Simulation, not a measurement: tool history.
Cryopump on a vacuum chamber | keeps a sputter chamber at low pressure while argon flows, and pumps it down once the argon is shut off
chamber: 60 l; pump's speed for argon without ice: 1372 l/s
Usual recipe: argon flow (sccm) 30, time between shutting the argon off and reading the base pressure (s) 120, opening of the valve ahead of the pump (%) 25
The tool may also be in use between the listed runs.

| run | day | argon flow (sccm) | time between shutting the argon off and reading the base pressure (s) | opening of the valve ahead of the pump (%) | pressure while argon flows (Pa) | pressure after the wait (uPa) |
|---|---|---|---|---|---|---|
| 1 | 0 | 30 | 120 | 25 | 0.1488 | 0.56 |
| 2 | 1.871 | 30 | 120 | 15 | 0.2479 | 0.63 |
| 3 | 3.175 | 30 | 120 | 15 | 0.248 | 0.61 |
| 4 | 5.708 | 30 | 120 | 25 | 0.1497 | 0.68 |
| 5 | 8.1 | 30 | 120 | 25 | 0.1502 | 0.71 |
| 6 | 10.267 | 30 | 120 | 25 | 0.1508 | 0.71 |
| 7 | 12.017 | 30 | 120 | 25 | 0.1512 | 0.76 |
| 8 | 13.325 | 13 | 120 | 25 | 0.0656 | 0.8 |
| 9 | 15.171 | 30 | 120 | 46 | 0.0845 | 0.78 |
| 10 | 16.908 | 30 | 120 | 46 | 0.0854 | 0.89 |
| 11 | 18.083 | 24 | 120 | 25 | 0.122 | 0.86 |
| 12 | 19.275 | 30 | 120 | 25 | 0.1531 | 0.88 |
|  | 21.017 | pump warmed up, emptied and cooled again |
| 13 | 21.438 | 26 | 120 | 25 | 0.1283 | 0.83 |
| 14 | 22.979 | 26 | 120 | 25 | 0.1285 | 0.86 |
| 15 | 24.483 | 30 | 120 | 25 | 0.149 | 0.92 |
| 16 | 26.542 | 39 | 22 | 25 | 0.1938 | 1.81 |
| 17 | 28.758 | 39 | 22 | 34 | 0.1434 | 1.87 |
| 18 | 30.562 | 30 | 79 | 25 | 0.1512 | 1.1 |
| 19 | 32.088 | 30 | 79 | 25 | 0.1511 | 1.18 |
| 20 | 33.433 | 30 | 79 | 25 | 0.1507 | 1.19 |
| 21 | 34.471 | 20 | 120 | 25 | 0.1012 | 1.07 |
| 22 | 36.054 | 20 | 120 | 25 | 0.1015 | 1.12 |
| 23 | 38.162 | 20 | 120 | 25 | 0.1012 | 1.12 |
| 24 | 40.212 | 23 | 240 | 25 | 0.1171 | 1.04 |
| 25 | 42.142 | 13 | 193 | 29 | 0.0575 | 1.17 |
|  | 43.154 | pump warmed up, emptied and cooled again |
| 26 | 43.717 | 12 | 171 | 25 | 0.0596 | 1.03 |
|  | 44.662 | leaking fittings of the chamber tightened, without venting |
| 27 | 45.471 | 30 | 120 | 47 | 0.0803 | 0.5 |
| 28 | 47.304 | 36 | 25 | 28 | 0.1597 | 1.32 |

Branching from run 28: 3 alternative next runs. What would each branch give?
| A | 48.458 | 34 | 120 | 25 | ? | ? |
| B | 48.458 | 24 | 168 | 40 | ? | ? |
| C | 48.458 | 36 | 31 | 28 | ? | ? |

| run | pressure while argon flows (Pa) | pressure after the wait (uPa) |
|---|---|---|
| A | 0.1698 | 0.53 |
| B | 0.0758 | 0.45 |
| C | 0.1607 | 1.09 |
Had the tool no hidden state, the same runs would have come out as:
| run | pressure while argon flows (Pa) | pressure after the wait (uPa) |
|---|---|---|
| A | 0.1677 | 0.44 |
| B | 0.0743 | 0.36 |
| C | 0.1585 | 1 |
